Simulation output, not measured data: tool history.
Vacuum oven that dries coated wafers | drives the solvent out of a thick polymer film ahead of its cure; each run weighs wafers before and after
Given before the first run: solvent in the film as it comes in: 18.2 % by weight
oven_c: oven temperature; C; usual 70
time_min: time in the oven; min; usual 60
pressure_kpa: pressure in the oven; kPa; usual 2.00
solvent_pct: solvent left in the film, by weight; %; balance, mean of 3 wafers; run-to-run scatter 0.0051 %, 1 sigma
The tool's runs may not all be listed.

Run 1, hour 0.0: usual settings. Result: solvent_pct 1.625 %.
Run 2, hour 25.3: usual settings. Result: solvent_pct 1.622 %.
Run 3, hour 48.3: usual settings. Result: solvent_pct 1.628 %.
Run 4, hour 73.9: usual settings. Result: solvent_pct 1.625 %.
Run 5, hour 103.6: usual settings but pressure_kpa 3.09 kPa. Result: solvent_pct 1.983 %.
Run 6, hour 127.6: usual settings but pressure_kpa 3.09 kPa. Result: solvent_pct 1.985 %.
Run 7, hour 164.1: usual settings but pressure_kpa 3.09 kPa. Result: solvent_pct 1.973 %.
Run 8, hour 187.8: usual settings but oven_c 83 C, pressure_kpa 3.09 kPa. Result: solvent_pct 0.738 %.
Run 9, hour 216.0: usual settings but oven_c 78 C. Result: solvent_pct 0.782 %.
Run 10, hour 236.0: usual settings but oven_c 78 C. Result: solvent_pct 0.780 %.
Run 11, hour 253.7: usual settings but oven_c 78 C. Result: solvent_pct 0.790 %.
Run 12, hour 285.5: usual settings but time_min 73 min. Result: solvent_pct 1.209 %.
Run 13, hour 313.9: usual settings but time_min 73 min. Result: solvent_pct 1.214 %.
Run 14, hour 337.5: usual settings but time_min 73 min. Result: solvent_pct 1.209 %.
Run 15, hour 367.5: usual settings but time_min 73 min. Result: solvent_pct 1.214 %.
Run 16, hour 398.0: usual settings but time_min 73 min. Result: solvent_pct 1.209 %.
Run 17, hour 414.6: usual settings but oven_c 58 C. Result: solvent_pct 4.168 %.
Run 18, hour 440.1: usual settings but oven_c 58 C. Result: solvent_pct 4.167 %.
Run 19, hour 462.0: usual settings. Result: solvent_pct 1.614 %.
Run 20, hour 484.0: usual settings. Result: solvent_pct 1.603 %.
Run 21, hour 520.2: usual settings. Result: solvent_pct 1.608 %.
Run 22, hour 546.4: usual settings. Result: solvent_pct 1.604 %.
Run 23, hour 571.6: usual settings. Result: solvent_pct 1.610 %.
Run 24, hour 595.7: usual settings. Result: solvent_pct 1.613 %.
Run 25, hour 630.3: usual settings. Result: solvent_pct 1.614 %.
Run 26, hour 653.2: usual settings but oven_c 67 C, time_min 40 min. Result: solvent_pct 3.652 %.
Run 27, hour 672.5: usual settings but time_min 104 min, pressure_kpa 5.46 kPa. Result: solvent_pct 2.007 %.
Run 28, hour 708.0: usual settings but oven_c 73 C, time_min 59 min, pressure_kpa 5.46 kPa. Result: solvent_pct 2.267 %.
Run 29, hour 733.7: usual settings but oven_c 80 C. Result: solvent_pct 0.659 %.
Run 30, hour 756.7: usual settings but oven_c 80 C. Result: solvent_pct 0.664 %.
Run 31, hour 787.2: usual settings but oven_c 67 C, time_min 98 min, pressure_kpa 1.72 kPa. Result: solvent_pct 1.004 %.
Run 32, hour 823.4: usual settings but oven_c 67 C, time_min 45 min, pressure_kpa 1.72 kPa. Result: solvent_pct 3.034 %.
Run 33, hour 840.4: usual settings but time_min 59 min, pressure_kpa 3.36 kPa. Result: solvent_pct 2.090 %.
Run 34, hour 871.7: usual settings but time_min 59 min, pressure_kpa 3.36 kPa. Result: solvent_pct 2.079 %.
Run 35, hour 908.4: usual settings but time_min 59 min, pressure_kpa 3.98 kPa. Result: solvent_pct 2.268 %.
Run 36, hour 939.0: usual settings but oven_c 81 C, time_min 71 min, pressure_kpa 1.64 kPa. Result: solvent_pct 0.454 %.
Run 37, hour 971.8: usual settings but oven_c 57 C, time_min 31 min, pressure_kpa 1.64 kPa. Result: solvent_pct 7.525 %.
Run 38, hour 1005.2: usual settings but oven_c 57 C, time_min 104 min, pressure_kpa 1.88 kPa. Result: solvent_pct 2.277 %.
Run 39, hour 1030.6: usual settings but oven_c 62 C, time_min 48 min, pressure_kpa 7.96 kPa. Result: solvent_pct 6.389 %.
Run 40, hour 1045.8: usual settings but oven_c 64 C, time_min 81 min, pressure_kpa 2.24 kPa. Result: solvent_pct 1.869 %.
Run 41, hour 1082.1: usual settings but oven_c 64 C, time_min 81 min, pressure_kpa 2.24 kPa. Result: solvent_pct 1.866 %.
Run 42, hour 1099.9: usual settings but time_min 44 min, pressure_kpa 3.11 kPa. Result: solvent_pct 2.886 %.
Run 43, hour 1125.6: usual settings but time_min 44 min, pressure_kpa 3.11 kPa. Result: solvent_pct 2.877 %.
Run 44, hour 1156.9: usual settings but oven_c 69 C, time_min 33 min, pressure_kpa 2.31 kPa. Result: solvent_pct 4.093 %.
Run 45, hour 1177.7: usual settings but time_min 91 min, pressure_kpa 7.76 kPa. Result: solvent_pct 2.863 %.
Run 46, hour 1202.1: usual settings but time_min 105 min. Result: solvent_pct 0.848 %.
Run 47, hour 1229.3: usual settings but time_min 74 min. Result: solvent_pct 1.192 %.

Alternative continuations, all from the tool just after run 47; predict every row:
Run A, hour 1248.6: usual settings but oven_c 82 C, time_min 33 min, pressure_kpa 1.37 kPa. Result: solvent_pct ?.
Run B, hour 1248.6: usual settings but oven_c 57 C. Result: solvent_pct ?.
Run C, hour 1248.6: usual settings but oven_c 58 C, time_min 31 min, pressure_kpa 1.13 kPa. Result: solvent_pct ?.
Run D, hour 1248.6: usual settings but oven_c 55 C, time_min 69 min. Result: solvent_pct ?.

run  solvent_pct
  A        1.335
  B        4.376
  C        7.027
  D        4.306
Without the tool's unlogged condition, the same runs would have read:
run  solvent_pct
  A        1.465
  B        4.632
  C        7.303
  D        4.552

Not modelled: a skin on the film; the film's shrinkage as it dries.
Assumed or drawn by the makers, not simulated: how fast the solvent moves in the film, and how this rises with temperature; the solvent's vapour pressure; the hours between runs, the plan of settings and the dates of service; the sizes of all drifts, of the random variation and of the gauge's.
